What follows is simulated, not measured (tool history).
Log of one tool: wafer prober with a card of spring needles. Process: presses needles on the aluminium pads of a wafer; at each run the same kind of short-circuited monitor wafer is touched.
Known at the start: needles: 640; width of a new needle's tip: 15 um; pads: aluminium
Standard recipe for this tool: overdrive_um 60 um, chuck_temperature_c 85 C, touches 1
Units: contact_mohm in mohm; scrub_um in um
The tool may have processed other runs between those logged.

| run | hour | overdrive_um | chuck_temperature_c | touches | contact_mohm | scrub_um |
|---|---|---|---|---|---|---|
| 1 | 0 | 60 | 85 | 1 | 132 | 16.08 |
|  | 18.2 | tips cleaned on abrasive film |
|  | 39.1 | tips cleaned on abrasive film |
| 2 | 48.8 | 60 | 85 | 1 | 132 | 16.04 |
|  | 59.5 | tips cleaned on abrasive film |
|  | 82.8 | tips cleaned on abrasive film |
| 3 | 93.8 | 60 | 85 | 1 | 130 | 16.12 |
|  | 104.5 | tips cleaned on abrasive film |
|  | 124.8 | tips cleaned on abrasive film |
|  | 146.4 | tips cleaned on abrasive film |
| 4 | 146.8 | 60 | 42 | 1 | 125 | 16.06 |
|  | 166.5 | tips cleaned on abrasive film |
|  | 187.9 | tips cleaned on abrasive film |
| 5 | 201.6 | 60 | 42 | 1 | 127 | 15.99 |
|  | 209.5 | tips cleaned on abrasive film |
|  | 234.1 | tips cleaned on abrasive film |
| 6 | 242 | 60 | 42 | 1 | 122 | 15.97 |
|  | 256.1 | tips cleaned on abrasive film |
|  | 272.5 | height of the first contact set anew |
|  | 277.2 | tips cleaned on abrasive film |
| 7 | 293.1 | 60 | 42 | 1 | 126 | 15.96 |
|  | 297.8 | tips cleaned on abrasive film |
|  | 318.7 | tips cleaned on abrasive film |
| 8 | 327.1 | 60 | 42 | 1 | 123 | 16.01 |
|  | 340.3 | tips cleaned on abrasive film |
|  | 361.1 | tips cleaned on abrasive film |
| 9 | 364.2 | 60 | 42 | 1 | 125 | 15.87 |
|  | 383.2 | tips cleaned on abrasive film |
|  | 403.5 | tips cleaned on abrasive film |
| 10 | 412.2 | 60 | 42 | 1 | 126 | 15.88 |
|  | 426.1 | tips cleaned on abrasive film |
|  | 448.7 | tips cleaned on abrasive film |
| 11 | 451.3 | 60 | 62 | 1 | 129 | 15.81 |
|  | 471.1 | tips cleaned on abrasive film |
| 12 | 478 | 60 | 57 | 3 | 126 | 15.82 |
|  | 493.9 | tips cleaned on abrasive film |
|  | 515.5 | tips cleaned on abrasive film |
| 13 | 516.4 | 40 | 34 | 1 | 129 | 10.52 |
|  | 538.2 | tips cleaned on abrasive film |
|  | 560.2 | tips cleaned on abrasive film |
| 14 | 562.7 | 40 | 34 | 1 | 130 | 10.62 |
|  | 575.2 | height of the first contact set anew |
|  | 582.7 | tips cleaned on abrasive film |
| 15 | 596.9 | 47 | 76 | 2 | 134 | 12.37 |
|  | 604.7 | tips cleaned on abrasive film |
|  | 625.5 | tips cleaned on abrasive film |
| 16 | 632.7 | 40 | 59 | 2 | 135 | 10.49 |
|  | 645.1 | gauge calibrated |
|  | 647.9 | tips cleaned on abrasive film |
|  | 669.9 | tips cleaned on abrasive film |
| 17 | 678.9 | 40 | 59 | 2 | 138 | 10.75 |
|  | 691.7 | tips cleaned on abrasive film |
|  | 713.3 | tips cleaned on abrasive film |
| 18 | 732.7 | 41 | 85 | 2 | 138 | 10.98 |
|  | 736.4 | tips cleaned on abrasive film |
|  | 760 | tips cleaned on abrasive film |
|  | 782.7 | tips cleaned on abrasive film |
| 19 | 785.7 | 60 | 25 | 1 | 121 | 16.11 |
|  | 803.3 | tips cleaned on abrasive film |
| 20 | 822.3 | 60 | 25 | 1 | 125 | 16.01 |

Here are 4 independent what-if runs from the current tool condition. What would each one return?
|  | 826.6 | tips cleaned on abrasive film |
| A | 845.5 | 51 | 45 | 2 | ? | ? |
|  | 826.6 | tips cleaned on abrasive film |
| B | 845.5 | 60 | 85 | 1 | ? | ? |
|  | 826.6 | tips cleaned on abrasive film |
| C | 845.5 | 43 | 45 | 2 | ? | ? |
|  | 826.6 | tips cleaned on abrasive film |
| D | 845.5 | 60 | 38 | 1 | ? | ? |

| run | contact_mohm | scrub_um |
|---|---|---|
| A | 132 | 13.64 |
| B | 129 | 16.03 |
| C | 132 | 11.53 |
| D | 126 | 15.99 |
Without the tool's unlogged condition, the same runs would have read:
| run | contact_mohm | scrub_um |
|---|---|---|
| A | 131 | 13.75 |
| B | 128 | 16.16 |
| C | 131 | 11.62 |
| D | 126 | 16.12 |
